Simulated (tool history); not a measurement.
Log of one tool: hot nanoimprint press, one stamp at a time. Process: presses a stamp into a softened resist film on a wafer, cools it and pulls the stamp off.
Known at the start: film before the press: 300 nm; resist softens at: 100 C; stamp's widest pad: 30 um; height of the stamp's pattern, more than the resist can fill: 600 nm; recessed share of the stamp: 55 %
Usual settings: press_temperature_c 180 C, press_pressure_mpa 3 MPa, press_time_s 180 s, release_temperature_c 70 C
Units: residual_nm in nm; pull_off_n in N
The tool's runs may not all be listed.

run,hour,press_temperature_c,press_pressure_mpa,press_time_s,release_temperature_c,residual_nm,pull_off_n
1,0,180,3,180,70,117.1,141
2,57.6,180,3,180,70,116.5,140
3,105.3,180,3,180,64,118.4,158
4,155.8,180,3,180,64,121.7,160
5,195.8,180,3,180,64,119.2,166
6,244.8,180,3,180,70,121,161
# hour 260.3: stamp cleaned and given a new release coat
7,316.3,180,3,180,70,120.8,99
8,389.6,180,3,180,73,123.1,94
9,435.3,180,3,180,70,123.6,105
10,512.3,180,2.23,180,70,141.1,110
# hour 540.4: plate thermocouple calibrated
11,560.8,180,2.23,180,70,133.1,109
12,629.3,180,2.23,180,70,134.3,113
13,696,180,2.23,180,70,135.7,119
14,767.6,180,2.23,180,70,136.2,123
15,801,180,2.23,180,57,136.7,149
16,867.3,180,2.23,180,57,138.5,149
17,942.4,175,3,318,70,127.1,138
18,999.6,175,3,318,70,130.5,141
19,1059,180,2.65,229,59,119.4,162
# hour 1075.7: plate thermocouple calibrated
20,1133.2,177,3.95,147,77,137.7,134
21,1175.1,170,2.43,147,77,219,136
22,1230.9,170,2.43,147,77,220.8,135
23,1278.9,175,2.43,147,63,181.7,167
# hour 1322.2: stamp cleaned and given a new release coat
24,1356.8,175,2.43,147,63,181.2,102
25,1404.1,183,3,180,70,106.7,101
26,1436.4,183,3,180,70,107.8,100
27,1505,183,2.92,180,70,109.7,109
28,1546.3,180,3,180,64,127.7,115
# hour 1591.8: press's hydraulic seals changed and the load cell set to zero
29,1615.6,180,3.21,102,73,152.4,108
# hour 1624.7: plate thermocouple calibrated
30,1692.1,180,3.21,102,73,142,111
31,1767.7,180,3.21,102,73,143.8,115

3 ways to go on from here, each from the tool as it stands after run 31. What would each give?
A,1815.1,180,3.3,152,75,?,?
B,1815.1,180,3.64,153,76,?,?
C,1815.1,191,3.21,102,65,?,?

run,residual_nm,pull_off_n
A,120.9,116
B,117.4,114
C,82,125
Without the tool's hidden state the same runs would have given:
run,residual_nm,pull_off_n
A,119.8,90
B,116.3,88
C,81.3,97
